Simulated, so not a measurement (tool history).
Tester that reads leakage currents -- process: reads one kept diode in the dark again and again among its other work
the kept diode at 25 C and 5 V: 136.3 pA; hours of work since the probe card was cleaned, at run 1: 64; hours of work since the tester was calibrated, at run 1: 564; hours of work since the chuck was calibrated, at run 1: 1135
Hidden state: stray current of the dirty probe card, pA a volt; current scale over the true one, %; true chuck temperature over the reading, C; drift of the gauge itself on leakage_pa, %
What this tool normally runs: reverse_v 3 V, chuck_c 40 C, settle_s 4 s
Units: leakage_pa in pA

run    hour  reverse_v  chuck_c  settle_s  hours of work since the probe card was cleaned  hours of work since the tester was calibrated  hours of work since the chuck was calibrated  leakage_pa
  1       0          3       40         4                                              64                                            564                                          1135      361.65
  2    42.8      15.09       40         4                                              95                                            595                                          1166      726.07
  3   107.6       2.17       40         4                                             143                                            642                                          1214      314.19
  4   146.7       2.17       40         4                                             171                                            671                                          1242      313.39
      183.5  -- chuck's temperature calibrated
  5   213.3       2.17       40         4                                             219                                            718                                            22      314.89
  6   273.9       2.17       40         4                                             263                                            762                                            66       314.8
  7   335.6       2.17       40         4                                             308                                            808                                           111      315.67
  8   381.7       2.17       40         4                                             342                                            841                                           145      316.08
  9     419          3       28         4                                             369                                            869                                           172      140.28
 10   459.4          3       28         4                                             399                                            898                                           202      140.53
 11   511.5          3       28         4                                             437                                            936                                           240      141.37
 12   573.8          3       28         4                                             482                                            982                                           285      141.11
 13   608.2          3       23         4                                             507                                           1007                                           311       92.31
 14   661.3       1.18       40         4                                             546                                           1046                                           349      240.01
 15   719.1       1.18       40         4                                             589                                           1088                                           392      242.91
 16   781.7       4.42       40         4                                             634                                           1134                                           437      427.58
 17   814.7       4.42       40         4                                             658                                           1158                                           462      430.96
 18   867.8          3       58         4                                             697                                           1197                                           500     1316.87
 19   904.8          3       58         4                                             724                                           1224                                           528     1324.06
 20   950.3          3       58         4                                             758                                           1257                                           561     1327.07
 21  1004.6       1.15       29      2.93                                             797                                           1297                                           600      101.07
 22  1058.5      18.94       46      0.79                                             837                                           1336                                           640     1253.07
 23  1089.9      18.94       25      2.58                                             860                                           1359                                           663       244.1
 24    1127       1.86       54      2.66                                             887                                           1386                                           690      817.32
 25  1182.1          3       40      0.75                                             927                                           1427                                           730      361.72
 26  1233.1          3       40      0.75                                             964                                           1464                                           768      361.87
 27  1265.9          3       50      6.72                                             988                                           1488                                           792      754.17
 28  1308.3          3       50      6.72                                            1019                                           1519                                           823      756.12
 29  1372.9       1.62       43       2.2                                            1067                                           1566                                           870      349.32
 30  1429.5       6.24       25      2.33                                            1108                                           1608                                           911      150.28
 31  1458.7       6.24       25      2.33                                            1129                                           1629                                           933      150.82
 32    1518          3       43       3.5                                            1173                                           1672                                           976      452.39
     1560.8  -- probe card cleaned and baked
 33  1561.8          3       43       3.5                                               1                                           1702                                          1006      451.16
 34  1592.4          3       49       3.5                                              23                                           1724                                          1028      699.08
 35  1631.7          3       49       3.5                                              52                                           1753                                          1057      702.15
 36    1681          3       49       3.5                                              88                                           1789                                          1093         710
 37  1709.3      15.38       30      6.72                                             109                                           1810                                          1114      334.11
 38  1745.8          3       53      4.23                                             135                                           1837                                          1140      932.42
 39  1784.8          3       59      4.23                                             164                                           1865                                          1169     1415.93

3 ways to go on from here, each from the tool as it stands after run 39. What would each give?
  A  1845.5          3       40      0.36                                             208                                           1910                                          1213           ?
  B  1845.5       8.58       23      3.02                                             208                                           1910                                          1213           ?
  C  1845.5          3       40      9.87                                             208                                           1910                                          1213           ?

run  leakage_pa
  A      365.39
  B      145.95
  C      360.46
Stripped of hidden state, with their random variation kept, the same runs would have yielded:
run  leakage_pa
  A      365.99
  B      146.18
  C      361.05
